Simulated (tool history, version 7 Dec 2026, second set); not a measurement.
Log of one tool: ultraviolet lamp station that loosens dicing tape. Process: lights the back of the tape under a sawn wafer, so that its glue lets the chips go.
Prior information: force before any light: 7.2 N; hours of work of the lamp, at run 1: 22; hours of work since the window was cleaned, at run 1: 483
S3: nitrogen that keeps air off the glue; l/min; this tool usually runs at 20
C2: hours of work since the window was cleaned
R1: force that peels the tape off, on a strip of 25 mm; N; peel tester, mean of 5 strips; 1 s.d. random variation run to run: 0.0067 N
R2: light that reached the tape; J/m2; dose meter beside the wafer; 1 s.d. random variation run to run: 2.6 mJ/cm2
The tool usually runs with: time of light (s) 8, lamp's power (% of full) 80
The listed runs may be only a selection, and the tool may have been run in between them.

run 1 hour=0.0 | time_of_light_(s)=8 lamp's_power_(%_of_full)=80 S3=20 | hours_of_work_of_the_lamp=22 C2=483 | R1=0.220 R2=3320
run 2 hour=9.0 | time_of_light_(s)=8 lamp's_power_(%_of_full)=80 S3=20 | hours_of_work_of_the_lamp=29 C2=490 | R1=0.231 R2=3290
run 3 hour=13.9 | time_of_light_(s)=8 lamp's_power_(%_of_full)=80 S3=20 | hours_of_work_of_the_lamp=33 C2=493 | R1=0.227 R2=3290
run 4 hour=21.5 | time_of_light_(s)=8 lamp's_power_(%_of_full)=80 S3=20 | hours_of_work_of_the_lamp=38 C2=499 | R1=0.223 R2=3290
run 5 hour=31.5 | time_of_light_(s)=8 lamp's_power_(%_of_full)=80 S3=20 | hours_of_work_of_the_lamp=46 C2=507 | R1=0.216 R2=3290
run 6 hour=40.9 | time_of_light_(s)=8 lamp's_power_(%_of_full)=80 S3=20 | hours_of_work_of_the_lamp=53 C2=514 | R1=0.230 R2=3320
run 7 hour=48.1 | time_of_light_(s)=8 lamp's_power_(%_of_full)=82 S3=20 | hours_of_work_of_the_lamp=59 C2=520 | R1=0.221 R2=3370
run 8 hour=53.1 | time_of_light_(s)=7 lamp's_power_(%_of_full)=80 S3=20 | hours_of_work_of_the_lamp=62 C2=523 | R1=0.313 R2=2930
run 9 hour=58.8 | time_of_light_(s)=6 lamp's_power_(%_of_full)=80 S3=20 | hours_of_work_of_the_lamp=67 C2=528 | R1=0.475 R2=2430
run 10 hour=65.8 | time_of_light_(s)=6 lamp's_power_(%_of_full)=80 S3=20 | hours_of_work_of_the_lamp=72 C2=533 | R1=0.480 R2=2450
run 11 hour=73.8 | time_of_light_(s)=11 lamp's_power_(%_of_full)=80 S3=20 | hours_of_work_of_the_lamp=78 C2=539 | R1=0.103 R2=4540
run 12 hour=79.7 | time_of_light_(s)=8 lamp's_power_(%_of_full)=80 S3=20 | hours_of_work_of_the_lamp=83 C2=544 | R1=0.226 R2=3250
run 13 hour=88.5 | time_of_light_(s)=8 lamp's_power_(%_of_full)=86 S3=20 | hours_of_work_of_the_lamp=90 C2=550 | R1=0.180 R2=3520
run 14 hour=94.8 | time_of_light_(s)=8 lamp's_power_(%_of_full)=86 S3=20 | hours_of_work_of_the_lamp=94 C2=555 | R1=0.174 R2=3530
run 15 hour=100.1 | time_of_light_(s)=8 lamp's_power_(%_of_full)=86 S3=20 | hours_of_work_of_the_lamp=98 C2=559 | R1=0.186 R2=3570
run 16 hour=108.1 | time_of_light_(s)=8 lamp's_power_(%_of_full)=80 S3=20 | hours_of_work_of_the_lamp=105 C2=565 | R1=0.222 R2=3260
run 17 hour=115.0 | time_of_light_(s)=8 lamp's_power_(%_of_full)=80 S3=20 | hours_of_work_of_the_lamp=110 C2=571 | R1=0.218 R2=3270
run 18 hour=119.2 | time_of_light_(s)=8 lamp's_power_(%_of_full)=80 S3=8 | hours_of_work_of_the_lamp=113 C2=574 | R1=0.547 R2=3310
run 19 hour=123.9 | time_of_light_(s)=8 lamp's_power_(%_of_full)=80 S3=11 | hours_of_work_of_the_lamp=117 C2=577 | R1=0.406 R2=3300
run 20 hour=131.6 | time_of_light_(s)=8 lamp's_power_(%_of_full)=72 S3=11 | hours_of_work_of_the_lamp=122 C2=583 | R1=0.554 R2=3010
run 21 hour=138.0 | time_of_light_(s)=8 lamp's_power_(%_of_full)=80 S3=20 | hours_of_work_of_the_lamp=127 C2=588 | R1=0.224 R2=3280
run 22 hour=145.7 | time_of_light_(s)=5 lamp's_power_(%_of_full)=80 S3=6 | hours_of_work_of_the_lamp=133 C2=594 | R1=1.732 R2=2050
-- hour=153.5 window cleaned of glue's vapour
run 23 hour=156.0 | time_of_light_(s)=8 lamp's_power_(%_of_full)=80 S3=14 | hours_of_work_of_the_lamp=141 C2=2 | R1=0.328 R2=3310
run 24 hour=166.2 | time_of_light_(s)=8 lamp's_power_(%_of_full)=80 S3=14 | hours_of_work_of_the_lamp=148 C2=10 | R1=0.326 R2=3300
run 25 hour=174.8 | time_of_light_(s)=8 lamp's_power_(%_of_full)=71 S3=8 | hours_of_work_of_the_lamp=155 C2=16 | R1=0.754 R2=2940
run 26 hour=180.4 | time_of_light_(s)=8 lamp's_power_(%_of_full)=74 S3=6 | hours_of_work_of_the_lamp=159 C2=21 | R1=0.863 R2=3050
run 27 hour=189.7 | time_of_light_(s)=10 lamp's_power_(%_of_full)=76 S3=6 | hours_of_work_of_the_lamp=166 C2=28 | R1=0.499 R2=3930
run 28 hour=194.3 | time_of_light_(s)=10 lamp's_power_(%_of_full)=76 S3=6 | hours_of_work_of_the_lamp=170 C2=31 | R1=0.482 R2=3890
run 29 hour=199.4 | time_of_light_(s)=10 lamp's_power_(%_of_full)=82 S3=20 | hours_of_work_of_the_lamp=174 C2=35 | R1=0.114 R2=4200
run 30 hour=206.7 | time_of_light_(s)=8 lamp's_power_(%_of_full)=89 S3=18 | hours_of_work_of_the_lamp=179 C2=41 | R1=0.182 R2=3640
run 31 hour=213.5 | time_of_light_(s)=7 lamp's_power_(%_of_full)=76 S3=35 | hours_of_work_of_the_lamp=185 C2=46 | R1=0.230 R2=2720
run 32 hour=222.8 | time_of_light_(s)=8 lamp's_power_(%_of_full)=62 S3=10 | hours_of_work_of_the_lamp=192 C2=53 | R1=0.806 R2=2570
run 33 hour=227.8 | time_of_light_(s)=9 lamp's_power_(%_of_full)=62 S3=15 | hours_of_work_of_the_lamp=195 C2=57 | R1=0.412 R2=2850
run 34 hour=236.2 | time_of_light_(s)=9 lamp's_power_(%_of_full)=82 S3=7 | hours_of_work_of_the_lamp=202 C2=63 | R1=0.478 R2=3830
run 35 hour=242.6 | time_of_light_(s)=4 lamp's_power_(%_of_full)=82 S3=7 | hours_of_work_of_the_lamp=207 C2=68 | R1=2.027 R2=1680
run 36 hour=248.7 | time_of_light_(s)=6 lamp's_power_(%_of_full)=69 S3=7 | hours_of_work_of_the_lamp=211 C2=73 | R1=1.433 R2=2160
run 37 hour=253.5 | time_of_light_(s)=10 lamp's_power_(%_of_full)=96 S3=18 | hours_of_work_of_the_lamp=215 C2=76 | R1=0.094 R2=4950
run 38 hour=257.6 | time_of_light_(s)=11 lamp's_power_(%_of_full)=70 S3=13 | hours_of_work_of_the_lamp=218 C2=80 | R1=0.211 R2=4030
run 39 hour=264.4 | time_of_light_(s)=4 lamp's_power_(%_of_full)=70 S3=26 | hours_of_work_of_the_lamp=223 C2=85 | R1=1.209 R2=1430
run 40 hour=270.2 | time_of_light_(s)=4 lamp's_power_(%_of_full)=70 S3=26 | hours_of_work_of_the_lamp=228 C2=89 | R1=1.129 R2=1480
run 41 hour=274.4 | time_of_light_(s)=8 lamp's_power_(%_of_full)=77 S3=35 | hours_of_work_of_the_lamp=231 C2=92 | R1=0.135 R2=3150
run 42 hour=280.3 | time_of_light_(s)=12 lamp's_power_(%_of_full)=77 S3=35 | hours_of_work_of_the_lamp=236 C2=97 | R1=0.075 R2=4770

Consider 3 possible next runs. They are alternatives, not a sequence: every one starts from the tool as it was left by run 42. What does each give?
run A hour=286.2 | time_of_light_(s)=8 lamp's_power_(%_of_full)=63 S3=20 | hours_of_work_of_the_lamp=240 C2=101 | R1=? R2=?
run B hour=286.2 | time_of_light_(s)=10 lamp's_power_(%_of_full)=81 S3=35 | hours_of_work_of_the_lamp=240 C2=101 | R1=? R2=?
run C hour=286.2 | time_of_light_(s)=5 lamp's_power_(%_of_full)=93 S3=6 | hours_of_work_of_the_lamp=240 C2=101 | R1=? R2=?

run=A R1=0.407 R2=2630
run=B R1=0.088 R2=4200
run=C R1=1.373 R2=2410
With no hidden state in the tool, these same runs would have given:
run=A R1=0.406 R2=2630
run=B R1=0.087 R2=4200
run=C R1=1.371 R2=2410

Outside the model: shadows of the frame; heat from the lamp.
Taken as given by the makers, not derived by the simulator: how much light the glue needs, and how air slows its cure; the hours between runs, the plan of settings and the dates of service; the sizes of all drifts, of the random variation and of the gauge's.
